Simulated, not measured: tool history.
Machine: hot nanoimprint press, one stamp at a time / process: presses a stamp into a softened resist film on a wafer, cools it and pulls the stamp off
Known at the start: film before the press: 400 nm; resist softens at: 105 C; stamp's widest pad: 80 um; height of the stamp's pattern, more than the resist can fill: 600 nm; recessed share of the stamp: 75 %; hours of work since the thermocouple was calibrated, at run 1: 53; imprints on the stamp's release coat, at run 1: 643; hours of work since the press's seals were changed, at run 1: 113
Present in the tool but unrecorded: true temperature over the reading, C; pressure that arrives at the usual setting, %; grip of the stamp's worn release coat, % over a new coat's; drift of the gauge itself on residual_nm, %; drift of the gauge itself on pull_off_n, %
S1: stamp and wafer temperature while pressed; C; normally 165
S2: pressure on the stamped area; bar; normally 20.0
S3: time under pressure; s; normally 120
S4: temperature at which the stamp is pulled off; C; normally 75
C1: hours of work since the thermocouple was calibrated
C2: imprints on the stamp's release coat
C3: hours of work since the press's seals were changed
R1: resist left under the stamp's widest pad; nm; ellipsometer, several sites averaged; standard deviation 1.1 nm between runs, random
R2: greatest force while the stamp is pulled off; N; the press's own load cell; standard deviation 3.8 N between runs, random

run,hour,S1,S2,S3,S4,C1,C2,C3,R1,R2
1,0.0,165,20.0,120,75,53,643,113,165.8,223
2,5.0,165,16.9,120,75,57,662,117,177.4,224
3,9.4,165,16.9,120,75,61,680,120,177.5,229
4,13.1,165,16.9,120,75,64,695,123,175.8,222
5,17.5,166,16.9,120,75,67,712,126,167.2,228
6,24.2,165,20.0,120,75,72,739,132,162.7,236
7,31.2,165,20.0,120,75,78,767,137,163.5,240
8,38.1,165,20.0,120,75,83,795,143,162.6,234
9,45.3,165,20.0,120,75,89,823,148,162.8,232
10,52.4,165,20.0,120,75,94,851,154,162.3,242
11,61.2,165,20.0,120,75,101,887,161,162.6,243
12,66.4,165,20.0,120,75,105,907,165,163.1,253
13,75.1,165,20.0,120,75,112,942,171,163.4,240
14,79.0,165,20.0,120,75,115,958,175,161.0,247
15,83.7,165,14.6,120,75,119,976,178,187.3,252
16,87.6,165,14.6,120,75,122,992,181,185.9,244
17,94.3,165,14.6,120,65,127,1019,186,187.0,324
# hour 101.7: stamp cleaned and given a new release coat
18,109.0,165,14.6,120,65,134,29,193,187.3,230
19,115.7,165,12.6,126,75,139,56,199,196.5,184
20,119.5,165,12.6,126,75,142,71,201,195.7,180

What does the tool deliver on the next run?
21,128.5,165,20.0,68,60,149,107,208,?,?

Run 21 produced R1 199.0 nm, R2 264 N.
If the tool had no hidden condition, the same run with the same run-to-run variation would have returned R1 205.1 nm, R2 257 N.
